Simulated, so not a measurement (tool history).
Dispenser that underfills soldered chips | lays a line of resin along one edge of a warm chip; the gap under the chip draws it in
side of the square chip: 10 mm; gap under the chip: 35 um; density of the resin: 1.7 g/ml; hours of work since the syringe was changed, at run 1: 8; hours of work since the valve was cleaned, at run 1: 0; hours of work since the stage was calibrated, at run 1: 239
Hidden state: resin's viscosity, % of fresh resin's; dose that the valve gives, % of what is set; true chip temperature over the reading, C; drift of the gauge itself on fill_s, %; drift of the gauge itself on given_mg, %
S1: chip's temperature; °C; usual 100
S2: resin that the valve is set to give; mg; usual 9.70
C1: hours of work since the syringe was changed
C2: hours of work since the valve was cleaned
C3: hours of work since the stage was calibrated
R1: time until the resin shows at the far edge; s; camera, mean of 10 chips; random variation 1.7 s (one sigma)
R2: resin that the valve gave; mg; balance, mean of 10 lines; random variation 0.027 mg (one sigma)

| run | hour | S1 | S2 | C1 | C2 | C3 | R1 | R2 |
|---|---|---|---|---|---|---|---|---|
| 1 | 0.0 | 100 | 9.70 | 8 | 0 | 239 | 223.5 | 9.71 |
|  | 2.5 | new syringe of resin |
| 2 | 8.1 | 100 | 9.70 | 4 | 6 | 245 | 196.4 | 9.66 |
| 3 | 12.8 | 100 | 9.70 | 8 | 9 | 249 | 225.7 | 9.68 |
|  | 14.9 | new syringe of resin |
| 4 | 19.1 | 102 | 9.70 | 3 | 14 | 253 | 176.7 | 9.62 |
|  | 27.7 | new syringe of resin |
| 5 | 27.9 | 100 | 9.70 | 0 | 20 | 259 | 163.5 | 9.55 |
| 6 | 35.1 | 100 | 9.70 | 5 | 25 | 265 | 205.9 | 9.54 |
|  | 40.1 | new syringe of resin |
| 7 | 44.1 | 100 | 9.70 | 3 | 32 | 271 | 186.5 | 9.48 |
| 8 | 50.1 | 100 | 9.70 | 7 | 36 | 276 | 227.0 | 9.50 |
|  | 52.6 | new syringe of resin |
| 9 | 54.8 | 100 | 9.70 | 2 | 40 | 279 | 176.4 | 9.52 |
| 10 | 64.0 | 100 | 9.70 | 8 | 46 | 286 | 236.2 | 9.43 |
|  | 65.1 | new syringe of resin |
| 11 | 69.7 | 100 | 9.70 | 3 | 51 | 290 | 189.5 | 9.37 |
|  | 77.9 | new syringe of resin |
| 12 | 78.5 | 100 | 9.70 | 0 | 57 | 296 | 163.3 | 9.31 |
| 13 | 88.5 | 100 | 9.70 | 8 | 64 | 304 | 227.3 | 9.32 |
|  | 90.6 | new syringe of resin |
| 14 | 92.8 | 100 | 9.70 | 2 | 67 | 307 | 170.9 | 9.26 |
| 15 | 100.2 | 100 | 9.70 | 7 | 73 | 312 | 214.0 | 9.27 |
|  | 103.5 | new syringe of resin |
|  | 109.5 | dispensing valve cleaned and set on the balance |
|  | 110.5 | stage's temperature calibrated |
| 16 | 111.2 | 100 | 9.70 | 4 | 1 | 1 | 200.8 | 9.72 |
| 17 | 115.7 | 100 | 9.70 | 8 | 4 | 4 | 230.7 | 9.66 |
|  | 117.8 | new syringe of resin |
| 18 | 124.6 | 91 | 9.70 | 5 | 10 | 10 | 264.6 | 9.65 |
| 19 | 128.9 | 91 | 9.70 | 8 | 13 | 13 | 305.6 | 9.61 |
|  | 130.4 | new syringe of resin |
| 20 | 133.3 | 99 | 9.70 | 2 | 16 | 16 | 189.1 | 9.62 |
| 21 | 138.0 | 99 | 9.70 | 6 | 20 | 20 | 215.9 | 9.60 |
|  | 142.8 | new syringe of resin |
| 22 | 143.6 | 99 | 9.70 | 1 | 24 | 24 | 178.4 | 9.59 |
| 23 | 151.9 | 112 | 11.57 | 7 | 30 | 30 | 163.2 | 11.39 |
|  | 155.2 | new syringe of resin |
| 24 | 162.2 | 112 | 11.57 | 5 | 38 | 38 | 149.5 | 11.31 |
|  | 167.6 | new syringe of resin |
| 25 | 168.8 | 93 | 9.70 | 1 | 42 | 42 | 207.5 | 9.47 |
| 26 | 174.0 | 97 | 10.49 | 5 | 46 | 46 | 220.4 | 10.22 |
|  | 180.5 | new syringe of resin |
| 27 | 183.2 | 110 | 8.76 | 2 | 53 | 53 | 142.3 | 8.49 |
| 28 | 190.6 | 110 | 8.76 | 8 | 58 | 58 | 181.4 | 8.48 |
|  | 193.4 | new syringe of resin |
| 29 | 195.4 | 95 | 8.40 | 2 | 62 | 62 | 204.7 | 8.10 |
| 30 | 204.5 | 101 | 12.28 | 8 | 68 | 68 | 219.2 | 11.83 |
|  | 206.2 | new syringe of resin |
| 31 | 208.9 | 86 | 11.54 | 2 | 71 | 71 | 269.6 | 11.10 |
| 32 | 216.6 | 109 | 11.54 | 8 | 77 | 77 | 183.1 | 11.01 |

3 ways to go on from here, each from the tool as it stands after run 32. What would each give?
|  | 219.0 | new syringe of resin |
|  | 220.0 | dispensing valve cleaned and set on the balance |
| A | 227.8 | 89 | 11.90 | 6 | 6 | 85 | ? | ? |
|  | 219.0 | new syringe of resin |
|  | 220.0 | dispensing valve cleaned and set on the balance |
| B | 227.8 | 114 | 10.25 | 6 | 6 | 85 | ? | ? |
|  | 219.0 | new syringe of resin |
|  | 220.0 | dispensing valve cleaned and set on the balance |
| C | 227.8 | 106 | 9.70 | 6 | 6 | 85 | ? | ? |

| run | R1 | R2 |
|---|---|---|
| A | 281.2 | 11.88 |
| B | 145.0 | 10.15 |
| C | 180.1 | 9.71 |
Without the tool's hidden state the same runs would have given:
| run | R1 | R2 |
|---|---|---|
| A | 225.8 | 11.94 |
| B | 116.2 | 10.20 |
| C | 144.3 | 9.76 |
